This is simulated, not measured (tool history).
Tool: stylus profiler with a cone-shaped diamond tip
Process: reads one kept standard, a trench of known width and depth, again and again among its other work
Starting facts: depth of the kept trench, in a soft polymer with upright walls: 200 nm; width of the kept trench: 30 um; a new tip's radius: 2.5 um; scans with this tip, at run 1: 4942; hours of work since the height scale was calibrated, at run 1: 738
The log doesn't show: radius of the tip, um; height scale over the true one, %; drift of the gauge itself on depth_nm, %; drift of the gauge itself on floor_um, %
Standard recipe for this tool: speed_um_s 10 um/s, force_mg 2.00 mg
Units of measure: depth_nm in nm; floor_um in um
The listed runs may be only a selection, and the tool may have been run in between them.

run	hour	speed_um_s	force_mg	scans with this tip	hours of work since the height scale was calibrated	depth_nm	floor_um
1	0.0	10	2.00	4942	738	200.56	27.61
2	22.8	10	2.00	5033	751	200.73	27.56
3	56.7	10	2.00	5167	771	200.53	27.59
4	84.8	10	2.00	5278	788	200.55	27.57
5	102.9	10	2.00	5350	799	200.60	27.60
6	132.6	10	2.00	5468	816	200.63	27.58
7	162.8	5	2.00	5588	834	200.43	27.60
8	186.8	5	2.00	5683	848	200.57	27.51
9	207.2	5	2.00	5764	860	200.69	27.56
10	223.8	10	2.00	5830	870	200.54	27.47
11	252.3	10	2.00	5943	887	200.35	27.52
12	280.1	10	2.00	6053	904	200.68	27.54
13	313.3	10	2.00	6185	923	200.55	27.56
14	327.1	10	2.00	6240	931	200.56	27.51
15	356.3	9	2.00	6355	949	200.46	27.54
16	377.6	10	2.00	6440	961	200.56	27.53
17	408.0	10	2.00	6561	979	200.38	27.47
18	428.0	10	2.00	6640	991	200.36	27.52
19	457.1	10	2.00	6755	1008	200.40	27.44
# hour 460.0: height scale calibrated on a step standard
20	489.9	10	0.82	6883	18	199.47	27.42
21	516.6	10	0.82	6989	33	199.29	27.47
22	540.1	10	0.82	7083	47	199.44	27.43
23	566.7	7	2.00	7188	63	200.05	27.43
24	596.4	19	1.62	7306	81	199.84	27.37
25	611.7	40	1.62	7366	90	199.94	27.24
26	641.7	33	2.91	7486	108	200.50	27.34
# hour 647.7: height scale calibrated on a step standard, once more
27	665.7	33	2.91	7578	11	201.77	27.32
28	689.0	5	1.07	7671	24	201.08	27.46
29	718.9	5	1.07	7789	42	200.91	27.44
30	749.1	3	1.91	7909	60	201.56	27.41
31	775.6	9	2.54	8014	76	201.77	27.39
32	792.4	6	3.89	8081	86	202.26	27.40
33	823.2	33	2.00	8203	104	201.48	27.21
34	847.7	7	1.09	8301	118	200.95	27.36
35	879.4	7	1.09	8426	137	200.96	27.30
36	909.1	10	1.16	8544	155	200.92	27.36
37	927.0	3	0.70	8615	165	200.71	27.39
38	958.0	3	0.70	8738	184	200.69	27.36
39	974.8	3	0.70	8804	194	200.61	27.41
40	1007.5	19	1.78	8934	213	200.97	27.26
41	1025.2	28	1.04	9005	224	200.68	27.15
42	1045.5	28	1.04	9085	235	200.90	27.15
43	1069.2	3	2.00	9179	250	201.25	27.35
44	1088.0	3	2.00	9254	261	201.22	27.34
45	1115.9	3	2.00	9364	277	201.44	27.34
46	1137.9	3	2.00	9452	290	201.31	27.35

Below are 4 alternative next runs, each starting from the tool's condition after run 46. Predict each:
A	1151.8	18	3.91	9507	298	?	?
B	1151.8	10	4.00	9507	298	?	?
C	1151.8	10	2.37	9507	298	?	?
D	1151.8	2	1.60	9507	298	?	?

run	depth_nm	floor_um
A	201.98	27.30
B	202.00	27.34
C	201.33	27.30
D	201.04	27.32
Take away the tool's hidden state, keep each run's random variation, and the runs would have read:
run	depth_nm	floor_um
A	202.17	27.99
B	202.20	28.03
C	201.53	27.99
D	201.23	28.01

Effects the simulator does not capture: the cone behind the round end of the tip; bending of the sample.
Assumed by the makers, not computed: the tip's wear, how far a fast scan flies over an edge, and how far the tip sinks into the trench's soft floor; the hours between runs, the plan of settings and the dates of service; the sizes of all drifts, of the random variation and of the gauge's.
